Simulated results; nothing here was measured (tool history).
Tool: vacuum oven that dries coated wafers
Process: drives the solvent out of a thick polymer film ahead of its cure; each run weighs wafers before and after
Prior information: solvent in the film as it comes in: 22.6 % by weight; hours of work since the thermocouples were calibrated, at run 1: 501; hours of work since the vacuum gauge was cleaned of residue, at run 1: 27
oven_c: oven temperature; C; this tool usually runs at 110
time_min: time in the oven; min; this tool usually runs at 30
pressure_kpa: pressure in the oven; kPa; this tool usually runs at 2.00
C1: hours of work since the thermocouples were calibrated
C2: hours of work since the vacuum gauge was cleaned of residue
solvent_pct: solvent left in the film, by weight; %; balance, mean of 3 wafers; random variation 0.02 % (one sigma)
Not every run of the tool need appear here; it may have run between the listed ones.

Run 1, hour 0.0: usual settings; C1 501; C2 27. Result: solvent_pct 6.68 %.
Run 2, hour 14.4: usual settings but time_min 27 min; C1 509; C2 35. Result: solvent_pct 7.29 %.
Run 3, hour 25.1: usual settings but pressure_kpa 2.19 kPa; C1 515; C2 41. Result: solvent_pct 6.85 %.
Run 4, hour 38.2: usual settings but pressure_kpa 2.19 kPa; C1 522; C2 48. Result: solvent_pct 6.89 %.
Run 5, hour 51.8: usual settings but time_min 16 min; C1 530; C2 56. Result: solvent_pct 10.47 %.
Run 6, hour 60.6: usual settings; C1 535; C2 61. Result: solvent_pct 6.70 %.
Run 7, hour 73.5: usual settings; C1 542; C2 68. Result: solvent_pct 6.70 %.
Run 8, hour 86.6: usual settings; C1 549; C2 75. Result: solvent_pct 6.73 %.
Run 9, hour 95.6: usual settings; C1 554; C2 80. Result: solvent_pct 6.72 %.
Run 10, hour 105.3: usual settings; C1 560; C2 85. Result: solvent_pct 6.70 %.
Run 11, hour 113.4: usual settings; C1 564; C2 90. Result: solvent_pct 6.74 %.
Run 12, hour 127.2: usual settings; C1 572; C2 98. Result: solvent_pct 6.69 %.
Run 13, hour 135.1: usual settings; C1 576; C2 102. Result: solvent_pct 6.71 %.
Run 14, hour 150.2: usual settings; C1 584; C2 110. Result: solvent_pct 6.73 %.
Run 15, hour 164.0: usual settings; C1 592; C2 118. Result: solvent_pct 6.75 %.
Run 16, hour 176.8: usual settings but pressure_kpa 6.18 kPa; C1 599; C2 125. Result: solvent_pct 10.32 %.
Run 17, hour 190.2: usual settings but pressure_kpa 2.59 kPa; C1 606; C2 132. Result: solvent_pct 7.23 %.
Run 18, hour 203.8: usual settings but oven_c 107 C, time_min 33 min, pressure_kpa 2.51 kPa; C1 614; C2 140. Result: solvent_pct 7.51 %.
Run 19, hour 215.7: usual settings but oven_c 107 C, time_min 33 min, pressure_kpa 2.51 kPa; C1 620; C2 146. Result: solvent_pct 7.47 %.
Run 20, hour 224.2: usual settings but oven_c 121 C, pressure_kpa 1.51 kPa; C1 625; C2 151. Result: solvent_pct 3.78 %.
Run 21, hour 238.6: usual settings but oven_c 121 C, pressure_kpa 1.51 kPa; C1 633; C2 159. Result: solvent_pct 3.74 %.
Run 22, hour 247.2: usual settings but oven_c 119 C, time_min 16 min; C1 638; C2 164. Result: solvent_pct 8.23 %.
Run 23, hour 254.6: usual settings but oven_c 120 C, time_min 22 min, pressure_kpa 4.14 kPa; C1 642; C2 168. Result: solvent_pct 7.31 %.
Run 24, hour 265.2: usual settings but oven_c 101 C, time_min 16 min, pressure_kpa 5.00 kPa; C1 648; C2 174. Result: solvent_pct 15.03 %.
Run 25, hour 279.7: usual settings but oven_c 96 C, time_min 20 min, pressure_kpa 3.61 kPa; C1 656; C2 182. Result: solvent_pct 14.35 %.
Run 26, hour 290.5: usual settings but time_min 35 min, pressure_kpa 3.25 kPa; C1 662; C2 188. Result: solvent_pct 7.01 %.
Run 27, hour 297.0: usual settings but oven_c 98 C, time_min 26 min, pressure_kpa 1.71 kPa; C1 665; C2 191. Result: solvent_pct 10.64 %.
Run 28, hour 311.0: usual settings but oven_c 98 C, time_min 33 min, pressure_kpa 1.71 kPa; C1 673; C2 199. Result: solvent_pct 9.33 %.
At hour 315.8: oven's thermocouples calibrated.
Run 29, hour 325.4: usual settings but oven_c 113 C, time_min 20 min, pressure_kpa 7.81 kPa; C1 5; C2 206. Result: solvent_pct 12.11 %.
Run 30, hour 335.3: usual settings but oven_c 104 C, pressure_kpa 1.41 kPa; C1 11; C2 211. Result: solvent_pct 7.68 %.
Run 31, hour 346.9: usual settings but time_min 27 min, pressure_kpa 2.91 kPa; C1 17; C2 218. Result: solvent_pct 7.90 %.
Run 32, hour 356.5: usual settings but oven_c 99 C, time_min 24 min, pressure_kpa 2.91 kPa; C1 22; C2 223. Result: solvent_pct 11.82 %.
Run 33, hour 363.4: usual settings but oven_c 100 C; C1 26; C2 227. Result: solvent_pct 9.41 %.
Run 34, hour 377.1: usual settings but oven_c 100 C; C1 34; C2 234. Result: solvent_pct 9.35 %.

Per-run results on a tool with no hidden state, each run keeping its own random variation:
Unlogged tool condition in this case: true wafer temperature over the reading, C; true pressure over the reading, kPa; drift of the gauge itself on solvent_pct, %.
run  solvent_pct
  1         6.51
  2         7.12
  3         6.68
  4         6.71
  5        10.30
  6         6.51
  7         6.52
  8         6.54
  9         6.52
 10         6.51
 11         6.54
 12         6.50
 13         6.51
 14         6.53
 15         6.54
 16        10.05
 17         7.01
 18         7.28
 19         7.24
 20         3.62
 21         3.58
 22         8.02
 23         7.08
 24        14.80
 25        14.11
 26         6.76
 27        10.40
 28         9.07
 29        12.07
 30         7.64
 31         7.86
 32        11.78
 33         9.37
 34         9.31

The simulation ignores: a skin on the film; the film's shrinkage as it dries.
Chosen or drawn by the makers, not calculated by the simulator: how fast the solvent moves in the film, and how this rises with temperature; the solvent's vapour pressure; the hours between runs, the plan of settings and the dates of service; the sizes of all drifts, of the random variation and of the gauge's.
